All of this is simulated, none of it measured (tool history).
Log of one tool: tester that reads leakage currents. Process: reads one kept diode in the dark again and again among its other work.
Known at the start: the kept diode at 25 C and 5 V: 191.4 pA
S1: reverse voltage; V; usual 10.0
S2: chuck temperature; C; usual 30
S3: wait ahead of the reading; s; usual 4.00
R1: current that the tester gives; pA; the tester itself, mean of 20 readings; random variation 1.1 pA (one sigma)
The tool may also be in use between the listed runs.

run	hour	S1	S2	S3	R1
1	0.0	10.0	30	4.00	367.87
2	17.8	10.0	30	4.00	369.59
3	44.5	10.0	30	4.00	370.12
4	64.6	10.0	30	0.32	373.68
5	98.1	10.0	30	0.32	376.56
6	117.8	10.0	30	0.32	376.15
7	150.8	10.0	30	0.32	376.91
8	182.9	10.0	45	4.00	1131.23
9	204.7	10.0	30	4.00	376.04
10	234.1	8.5	30	4.00	354.63
11	261.9	1.1	30	4.00	176.17
12	286.3	1.1	54	4.00	1000.18
13	315.1	1.1	54	4.00	995.92
14	337.8	1.1	54	4.00	1000.41
15	366.8	5.7	30	4.00	311.89
16	385.8	10.0	30	4.00	381.48
17	406.7	9.0	30	4.00	368.74
18	437.4	10.0	30	4.00	382.71
19	464.7	10.0	30	4.00	384.18
20	479.2	10.0	30	4.00	384.09
21	505.8	4.8	29	0.33	278.21
22	527.8	4.8	29	0.33	278.66
23	541.9	7.4	23	9.29	202.22
24	572.8	1.1	27	0.47	141.98
25	597.8	1.1	27	0.47	142.59
26	621.7	1.1	27	0.93	143.01
27	638.0	10.0	46	9.03	1251.59
28	666.0	10.0	46	9.03	1254.01
29	687.1	6.3	21	4.00	164.68
30	710.0	10.0	33	1.27	491.66
31	733.7	4.5	45	1.27	890.64
32	750.3	5.0	45	4.16	924.82
33	776.3	3.2	45	0.99	798.09
34	791.8	17.7	45	1.42	1434.86
35	810.6	17.7	45	1.42	1433.31
36	840.9	1.6	30	1.11	208.87
37	865.4	1.6	30	1.11	209.15
38	886.6	1.6	30	1.11	210.28
39	916.9	2.1	30	1.00	230.34
40	945.9	10.0	28	4.00	345.17

Measured less the same run without the tool's hidden state. The same run-to-run variation is in both; the gauge's scatter may not be:
The hidden state here: stray current of the dirty probe card, pA a volt; current scale over the true one, %; true chuck temperature over the reading, C; drift of the gauge itself on leakage_pa, %.
run	R1
1	+7.87
2	+8.45
3	+9.33
4	+9.90
5	+11.06
6	+11.66
7	+12.82
8	+23.25
9	+14.65
10	+13.86
11	+4.51
12	+19.27
13	+21.04
14	+22.41
15	+13.99
16	+20.65
17	+19.97
18	+22.38
19	+23.32
20	+23.78
21	+15.32
22	+15.80
23	+16.31
24	+7.17
25	+7.45
26	+7.74
27	+62.70
28	+65.08
29	+15.90
30	+36.05
31	+47.28
32	+50.31
33	+43.34
34	+94.20
35	+95.72
36	+14.30
37	+14.70
38	+15.06
39	+17.44
40	+36.32
